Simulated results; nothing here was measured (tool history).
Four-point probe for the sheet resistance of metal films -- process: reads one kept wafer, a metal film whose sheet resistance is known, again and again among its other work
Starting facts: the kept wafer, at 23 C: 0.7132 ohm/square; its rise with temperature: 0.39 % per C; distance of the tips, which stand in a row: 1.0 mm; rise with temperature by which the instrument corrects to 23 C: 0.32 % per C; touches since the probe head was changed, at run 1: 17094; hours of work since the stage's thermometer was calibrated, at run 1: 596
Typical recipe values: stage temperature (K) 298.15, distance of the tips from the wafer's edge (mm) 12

run,hour,stage temperature (K),distance of the tips from the wafer's edge (mm),touches since the probe head was changed,hours of work since the stage's thermometer was calibrated,sheet resistance as the instrument gives it (ohm/square)
1,0,298.15,12,17094,596,0.71707
2,83.2,298.15,12,19099,641,0.717019
3,152.6,298.15,12,20769,679,0.717076
4,275.7,298.15,12,23735,746,0.717202
5,362.3,298.15,12,25819,794,0.717037
6,418.4,298.15,12,27171,824,0.71711
7,519.1,298.15,12,29596,879,0.717076
8,618.1,298.15,12,31979,933,0.716842
9,726,298.15,12,34578,992,0.717073
10,811.3,300.15,12,36633,1039,0.717978
11,884,291.15,31,38385,1079,0.711638
12,970.5,307.15,12,40467,1126,0.721005
13,1032.4,295.15,28,41958,1160,0.713498
14,1089.3,295.15,28,43328,1191,0.713309
15,1202.4,296.15,38,46051,1252,0.713633
16,1257.4,298.15,7,47377,1282,0.721865
17,1328.2,299.15,53,49082,1321,0.714792
18,1429.7,300.15,24,51527,1377,0.716052
19,1509,300.15,24,53436,1420,0.71582
20,1590.4,300.15,24,55396,1464,0.71574

Below are 5 alternative next runs, each starting from the tool's condition after run 20. Predict each:
A,1697.2,298.15,5,57968,1523,?
B,1697.2,291.15,11,57968,1523,?
C,1697.2,291.15,4,57968,1523,?
D,1697.2,305.15,13,57968,1523,?
E,1697.2,291.15,24,57968,1523,?

run,sheet resistance as the instrument gives it (ohm/square)
A,0.729504
B,0.714455
C,0.734326
D,0.719419
E,0.711808
Had the tool no hidden state, the same runs would have come out as:
run,sheet resistance as the instrument gives it (ohm/square)
A,0.729309
B,0.714232
C,0.734094
D,0.719261
E,0.711586
